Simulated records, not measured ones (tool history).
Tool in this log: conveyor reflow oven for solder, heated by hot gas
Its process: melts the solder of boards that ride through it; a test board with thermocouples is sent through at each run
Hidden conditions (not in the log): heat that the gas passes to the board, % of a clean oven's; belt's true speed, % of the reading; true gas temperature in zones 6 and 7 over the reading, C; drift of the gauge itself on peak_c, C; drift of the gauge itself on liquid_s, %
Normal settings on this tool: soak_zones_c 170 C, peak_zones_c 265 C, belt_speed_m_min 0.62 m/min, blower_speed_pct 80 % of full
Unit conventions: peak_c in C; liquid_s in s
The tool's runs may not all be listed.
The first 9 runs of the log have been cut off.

run,hour,soak_zones_c,peak_zones_c,belt_speed_m_min,blower_speed_pct,hours of work since the flux was cleaned out,hours of work since the belt drive was overhauled,hours of work since the thermocouples were changed,peak_c,liquid_s
10,106.9,170,265,0.62,88,352,411,1029,255.1,53.2
11,119.2,170,265,0.62,88,359,418,1036,255.2,53.4
# hour 137.3: flux residue cleaned out of gas plates and filters
12,141.6,170,265,0.62,52,2,428,1046,249.2,48.2
13,154.9,170,265,0.62,52,10,436,1054,249.8,48.5
14,164.2,170,265,0.62,52,15,441,1059,250.1,48.5
15,173.5,170,265,0.62,52,21,446,1064,249,47.9
16,184.9,170,265,0.62,52,27,453,1071,249.3,48
17,199.2,170,256,0.697,76,35,461,1079,242.9,38.7
18,215,170,256,0.697,76,45,470,1088,242.4,38.3
19,224.3,170,256,0.697,76,50,475,1094,242.4,38.7
20,237.4,170,256,0.697,89,57,483,1101,244.4,40.3
21,253.6,170,256,0.697,87,67,492,1110,244.5,40.1

Predict the results of run 22:
22,266.7,170,256,0.697,87,74,499,1118,?,?

Run 22 gave peak_c 244 C, liquid_s 39.9 s.
Without the tool's hidden state the same run would have given peak_c 244.1 C, liquid_s 40 s.
